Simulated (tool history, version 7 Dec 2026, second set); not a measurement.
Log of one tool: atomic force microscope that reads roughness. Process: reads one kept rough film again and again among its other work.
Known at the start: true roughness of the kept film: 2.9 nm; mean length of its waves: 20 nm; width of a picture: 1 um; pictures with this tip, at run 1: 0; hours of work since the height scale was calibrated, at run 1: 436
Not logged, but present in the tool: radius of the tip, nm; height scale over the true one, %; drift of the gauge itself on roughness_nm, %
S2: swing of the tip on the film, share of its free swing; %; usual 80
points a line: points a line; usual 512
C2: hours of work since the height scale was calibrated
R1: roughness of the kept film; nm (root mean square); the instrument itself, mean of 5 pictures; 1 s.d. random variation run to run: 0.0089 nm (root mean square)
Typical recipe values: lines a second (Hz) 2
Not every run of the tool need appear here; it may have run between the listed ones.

Run 1, hour 0: usual settings; pictures with this tip 0; C2 436. Result: R1 1.988 nm (root mean square).
Run 2, hour 33: usual settings; pictures with this tip 50; C2 459. Result: R1 1.984 nm (root mean square).
At hour 66.8: new tip fitted.
Run 3, hour 68.9: usual settings; pictures with this tip 3; C2 483. Result: R1 1.961 nm (root mean square).
Run 4, hour 98.7: usual settings but S2 63 %; pictures with this tip 48; C2 503. Result: R1 2.14 nm (root mean square).
At hour 134.5: new tip fitted.
Run 5, hour 134.5: usual settings but S2 63 %; pictures with this tip 0; C2 527. Result: R1 2.139 nm (root mean square).
Run 6, hour 155.5: usual settings but lines a second (Hz) 3.59; pictures with this tip 32; C2 541. Result: R1 1.844 nm (root mean square).
Run 7, hour 184.7: usual settings but lines a second (Hz) 3.59, S2 82 %; pictures with this tip 76; C2 561. Result: R1 1.801 nm (root mean square).
At hour 201.7: new tip fitted.
Run 8, hour 201.7: usual settings but lines a second (Hz) 3.59, S2 82 %; pictures with this tip 0; C2 572. Result: R1 1.789 nm (root mean square).
Run 9, hour 222.8: usual settings; pictures with this tip 32; C2 586. Result: R1 1.993 nm (root mean square).
Run 10, hour 247.3: usual settings; pictures with this tip 70; C2 603. Result: R1 1.993 nm (root mean square).
At hour 269: new tip fitted.
Run 11, hour 272.8: usual settings; pictures with this tip 6; C2 620. Result: R1 1.995 nm (root mean square).
Run 12, hour 300.5: usual settings but points a line 507; pictures with this tip 48; C2 639. Result: R1 1.997 nm (root mean square).
At hour 337.4: new tip fitted.
Run 13, hour 339.1: usual settings but lines a second (Hz) 3.49, S2 57 %, points a line 974; pictures with this tip 3; C2 664. Result: R1 2.14 nm (root mean square).
Run 14, hour 364.4: usual settings but lines a second (Hz) 3.49, S2 57 %, points a line 974; pictures with this tip 41; C2 682. Result: R1 2.12 nm (root mean square).
Run 15, hour 380.9: usual settings but lines a second (Hz) 1.24, S2 60 %, points a line 891; pictures with this tip 66; C2 693. Result: R1 2.191 nm (root mean square).
At hour 406.3: new tip fitted.
Run 16, hour 417.4: usual settings but lines a second (Hz) 0.58, points a line 623; pictures with this tip 17; C2 717. Result: R1 2.164 nm (root mean square).

Forecast run 17:
Run 17, hour 436: usual settings but lines a second (Hz) 0.58, points a line 623; pictures with this tip 46; C2 730. Result: R1 ?.

R1: 2.177 nm (root mean square)
On a tool with no hidden condition, and with the same random variation, this run would have come out at R1 2.181 nm (root mean square).
